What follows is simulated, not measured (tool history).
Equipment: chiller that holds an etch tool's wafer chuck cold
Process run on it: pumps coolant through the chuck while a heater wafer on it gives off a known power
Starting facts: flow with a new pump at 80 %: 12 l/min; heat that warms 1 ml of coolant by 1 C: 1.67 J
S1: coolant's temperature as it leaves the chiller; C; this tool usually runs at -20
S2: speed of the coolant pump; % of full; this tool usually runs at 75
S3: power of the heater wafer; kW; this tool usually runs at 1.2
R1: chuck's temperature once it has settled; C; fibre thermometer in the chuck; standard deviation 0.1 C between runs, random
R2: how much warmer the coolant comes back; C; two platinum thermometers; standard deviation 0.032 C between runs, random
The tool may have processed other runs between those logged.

Run 1, hour 0: usual settings. Result: R1 -8.2 C, R2 3.94 C.
Run 2, hour 31.4: usual settings. Result: R1 -8.1 C, R2 3.94 C.
Run 3, hour 66.1: usual settings. Result: R1 -8.3 C, R2 3.87 C.
Run 4, hour 104.3: usual settings. Result: R1 -8.1 C, R2 3.9 C.
Run 5, hour 159.8: usual settings but S2 88 % of full. Result: R1 -9.4 C, R2 3.35 C.
Run 6, hour 206.5: usual settings but S2 88 % of full. Result: R1 -9.4 C, R2 3.29 C.
Run 7, hour 245.3: usual settings but S2 88 % of full. Result: R1 -9.4 C, R2 3.32 C.
Run 8, hour 284.8: usual settings but S2 88 % of full, S3 0.975 kW. Result: R1 -11.3 C, R2 2.7 C.

Forecast run 9:
Run 9, hour 316.1: usual settings but S2 88 % of full, S3 0.975 kW. Result: R1 ?, R2 ?.

Run 9 gave R1 -11.4 C, R2 2.7 C.
With no hidden state in the tool, this same run would have given R1 -11.4 C, R2 2.63 C.
